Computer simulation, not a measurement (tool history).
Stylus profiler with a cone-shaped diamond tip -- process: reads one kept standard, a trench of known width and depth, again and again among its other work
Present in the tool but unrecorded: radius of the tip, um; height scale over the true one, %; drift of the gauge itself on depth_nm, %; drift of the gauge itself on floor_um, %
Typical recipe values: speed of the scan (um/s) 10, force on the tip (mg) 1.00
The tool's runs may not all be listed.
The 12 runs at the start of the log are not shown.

| run | hour | speed of the scan (um/s) | force on the tip (mg) | scans with this tip | hours of work since the height scale was calibrated | depth of the trench (angstrom) | width of the trench's floor (um) |
|---|---|---|---|---|---|---|---|
| 13 | 593.4 | 13 | 1.00 | 2239 | 152 | 5023.5 | 16.65 |
| 14 | 646.6 | 2 | 1.00 | 2636 | 179 | 5024.4 | 16.69 |
| 15 | 702.5 | 10 | 0.42 | 3054 | 208 | 5009.5 | 16.64 |
| 16 | 747.5 | 12 | 0.42 | 3389 | 230 | 5009.3 | 16.54 |
| 17 | 786.3 | 21 | 0.42 | 3678 | 250 | 5009.1 | 16.43 |
| 18 | 840.1 | 21 | 1.35 | 4080 | 277 | 5025.1 | 16.46 |
| 19 | 870.0 | 8 | 0.43 | 4303 | 292 | 5011.0 | 16.47 |
| 20 | 906.9 | 4 | 1.00 | 4578 | 311 | 5018.8 | 16.44 |

Run 21, settings as shown, results not yet in. Your forecast:
| 21 | 966.8 | 3 | 0.39 | 5025 | 342 | ? | ? |

depth of the trench (angstrom): 5006.0
width of the trench's floor (um): 16.40
Had the tool carried no hidden state, the very same run would have given depth of the trench (angstrom) 5015.6, width of the trench's floor (um) 16.98.

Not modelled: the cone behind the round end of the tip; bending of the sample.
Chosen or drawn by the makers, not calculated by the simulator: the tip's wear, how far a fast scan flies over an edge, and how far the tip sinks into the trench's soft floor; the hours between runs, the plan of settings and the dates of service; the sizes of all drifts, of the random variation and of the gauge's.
